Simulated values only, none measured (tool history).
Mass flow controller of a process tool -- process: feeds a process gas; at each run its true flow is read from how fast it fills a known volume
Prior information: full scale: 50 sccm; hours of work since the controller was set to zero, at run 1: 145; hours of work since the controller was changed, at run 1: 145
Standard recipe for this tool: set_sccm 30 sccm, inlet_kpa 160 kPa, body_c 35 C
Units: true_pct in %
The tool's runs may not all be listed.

run,hour,set_sccm,inlet_kpa,body_c,hours of work since the controller was set to zero,hours of work since the controller was changed,true_pct
1,0,30,160,35,145,145,97.94
2,253.4,30,160,35,284,284,97.86
3,426.8,30,160,35,380,380,97.94
4,664.7,30,160,35,511,511,97.75
5,862.9,30,160,35,620,620,97.79
6,1032.7,30,160,35,713,713,97.94
7,1283.4,30,160,35,851,851,97.81
8,1517.8,30,160,35,980,980,97.83
9,1648.4,30,160,35,1052,1052,97.91
10,1882.2,30,160,35,1181,1181,97.84
11,2137,10,160,35,1321,1321,95.48
12,2295.3,30,168,35,1408,1408,97.61
13,2510.5,30,168,35,1527,1527,97.72
14,2764.4,15,168,35,1667,1667,96.03
15,2888.6,15,168,35,1735,1735,95.98
16,3017.6,15,168,35,1806,1806,96
17,3233.2,15,168,35,1925,1925,95.91
18,3370.4,15,265,35,2000,2000,95.13
19,3546.6,15,265,35,2097,2097,95.14
20,3758.6,8,160,35,2214,2214,93.74
21,4007.4,8,228,35,2351,2351,93.08
22,4210.2,30,160,35,2463,2463,97.51
23,4416.8,30,250,35,2576,2576,96.97
24,4683.9,30,160,39,2723,2723,97.3
25,4903.9,9,239,39,2844,2844,92.34
26,5134,9,239,39,2971,2971,92.39
27,5259.1,11,181,28,3040,3040,94.74
28,5399.4,10,220,28,3117,3117,93.94
29,5645.5,26,220,26,3253,3253,97.56
30,5757,26,220,26,3314,3314,97.65
31,5887.5,34,163,37,3386,3386,97.68
32,6059.6,34,163,37,3481,3481,97.61
33,6290.6,34,193,37,3608,3608,97.74
34,6518.7,34,193,37,3733,3733,97.44
35,6731.3,34,193,37,3850,3850,97.5
36,6930.9,22,159,22,3960,3960,97.7
37,7103.5,6,232,24,4055,4055,89.75
38,7334.3,30,157,31,4182,4182,97.87
39,7583.8,6,160,35,4320,4320,88.5
40,7751.1,6,160,35,4412,4412,88.49
41,7880.7,6,160,35,4483,4483,88.4
42,8117,6,160,35,4613,4613,88.03
43,8334.5,30,261,35,4733,4733,96.73
44,8508.6,15,214,27,4829,4829,94.91
45,8774.5,30,160,37,4975,4975,97.09
# hour 8816.7: controller's zero set anew
46,8980.2,30,141,35,90,5088,99.44
47,9232.6,21,198,40,229,5227,97.96
48,9500.2,21,192,23,376,5374,99.75

Below are 3 alternative next runs, each starting from the tool's condition after run 48. Predict each:
A,9637.5,15,207,20,452,5450,?
B,9637.5,21,192,27,452,5450,?
C,9637.5,18,192,23,452,5450,?

run,true_pct
A,99.53
B,99.34
C,99.58
The same runs, with their run-to-run variation unchanged, on a tool lacking any hidden condition would have given:
run,true_pct
A,98.46
B,98.14
C,98.43
